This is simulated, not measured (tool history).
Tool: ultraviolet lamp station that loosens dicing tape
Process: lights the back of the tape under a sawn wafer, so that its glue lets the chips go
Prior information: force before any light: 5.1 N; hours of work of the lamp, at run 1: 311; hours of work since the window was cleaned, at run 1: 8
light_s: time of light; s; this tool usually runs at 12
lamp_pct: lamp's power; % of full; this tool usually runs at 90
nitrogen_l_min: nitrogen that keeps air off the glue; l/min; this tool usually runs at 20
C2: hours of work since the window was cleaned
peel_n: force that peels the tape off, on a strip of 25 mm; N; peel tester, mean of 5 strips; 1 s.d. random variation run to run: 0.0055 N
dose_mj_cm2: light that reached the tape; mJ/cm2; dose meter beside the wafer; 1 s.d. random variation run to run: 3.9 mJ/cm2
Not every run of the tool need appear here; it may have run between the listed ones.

{"run": 1, "hour": 0.0, "light_s": 12, "lamp_pct": 90, "nitrogen_l_min": 20, "hours of work of the lamp": 311, "C2": 8, "peel_n": 0.15, "dose_mj_cm2": 579}
{"run": 2, "hour": 36.4, "light_s": 12, "lamp_pct": 90, "nitrogen_l_min": 20, "hours of work of the lamp": 336, "C2": 32, "peel_n": 0.153, "dose_mj_cm2": 572}
{"run": 3, "hour": 53.5, "light_s": 12, "lamp_pct": 90, "nitrogen_l_min": 20, "hours of work of the lamp": 347, "C2": 44, "peel_n": 0.158, "dose_mj_cm2": 564}
{"run": 4, "hour": 73.3, "light_s": 12, "lamp_pct": 76, "nitrogen_l_min": 20, "hours of work of the lamp": 360, "C2": 57, "peel_n": 0.238, "dose_mj_cm2": 478}
{"run": 5, "hour": 98.7, "light_s": 12, "lamp_pct": 90, "nitrogen_l_min": 20, "hours of work of the lamp": 377, "C2": 74, "peel_n": 0.152, "dose_mj_cm2": 554}
{"run": 6, "hour": 130.3, "light_s": 12, "lamp_pct": 90, "nitrogen_l_min": 20, "hours of work of the lamp": 398, "C2": 95, "peel_n": 0.166, "dose_mj_cm2": 549}
{"run": 7, "hour": 156.0, "light_s": 12, "lamp_pct": 90, "nitrogen_l_min": 20, "hours of work of the lamp": 415, "C2": 112, "peel_n": 0.166, "dose_mj_cm2": 543}
{"run": 8, "hour": 182.8, "light_s": 14, "lamp_pct": 90, "nitrogen_l_min": 9, "hours of work of the lamp": 433, "C2": 130, "peel_n": 0.204, "dose_mj_cm2": 626}
{"run": 9, "hour": 199.2, "light_s": 7, "lamp_pct": 62, "nitrogen_l_min": 14, "hours of work of the lamp": 444, "C2": 141, "peel_n": 1.23, "dose_mj_cm2": 214}
{"run": 10, "hour": 216.3, "light_s": 11, "lamp_pct": 63, "nitrogen_l_min": 20, "hours of work of the lamp": 455, "C2": 152, "peel_n": 0.467, "dose_mj_cm2": 336}
{"hour": 218.7, "done": "window cleaned of glue's vapour"}
{"run": 11, "hour": 252.7, "light_s": 21, "lamp_pct": 85, "nitrogen_l_min": 22, "hours of work of the lamp": 479, "C2": 23, "peel_n": 0.091, "dose_mj_cm2": 857}
{"run": 12, "hour": 289.0, "light_s": 12, "lamp_pct": 90, "nitrogen_l_min": 8, "hours of work of the lamp": 503, "C2": 47, "peel_n": 0.358, "dose_mj_cm2": 509}
{"run": 13, "hour": 310.0, "light_s": 12, "lamp_pct": 90, "nitrogen_l_min": 8, "hours of work of the lamp": 517, "C2": 61, "peel_n": 0.35, "dose_mj_cm2": 498}
{"hour": 327.4, "done": "window cleaned of glue's vapour, once more"}
{"run": 14, "hour": 340.6, "light_s": 12, "lamp_pct": 90, "nitrogen_l_min": 8, "hours of work of the lamp": 537, "C2": 9, "peel_n": 0.343, "dose_mj_cm2": 513}

Results for each run, recomputed without the tool's hidden state and with each run's random variation untouched:
The tool's hidden condition here consists of: lamp's light, % of a new lamp's; light that the window lets through, % of a clean one's; drift of the gauge itself on peel_n, %; drift of the gauge itself on dose_mj_cm2, %.
run=1 peel_n=0.120 dose_mj_cm2=665
run=2 peel_n=0.120 dose_mj_cm2=666
run=3 peel_n=0.122 dose_mj_cm2=662
run=4 peel_n=0.170 dose_mj_cm2=565
run=5 peel_n=0.111 dose_mj_cm2=663
run=6 peel_n=0.119 dose_mj_cm2=665
run=7 peel_n=0.116 dose_mj_cm2=666
run=8 peel_n=0.133 dose_mj_cm2=776
run=9 peel_n=0.879 dose_mj_cm2=267
run=10 peel_n=0.279 dose_mj_cm2=423
run=11 peel_n=0.086 dose_mj_cm2=1101
run=12 peel_n=0.199 dose_mj_cm2=667
run=13 peel_n=0.189 dose_mj_cm2=658
run=14 peel_n=0.196 dose_mj_cm2=663

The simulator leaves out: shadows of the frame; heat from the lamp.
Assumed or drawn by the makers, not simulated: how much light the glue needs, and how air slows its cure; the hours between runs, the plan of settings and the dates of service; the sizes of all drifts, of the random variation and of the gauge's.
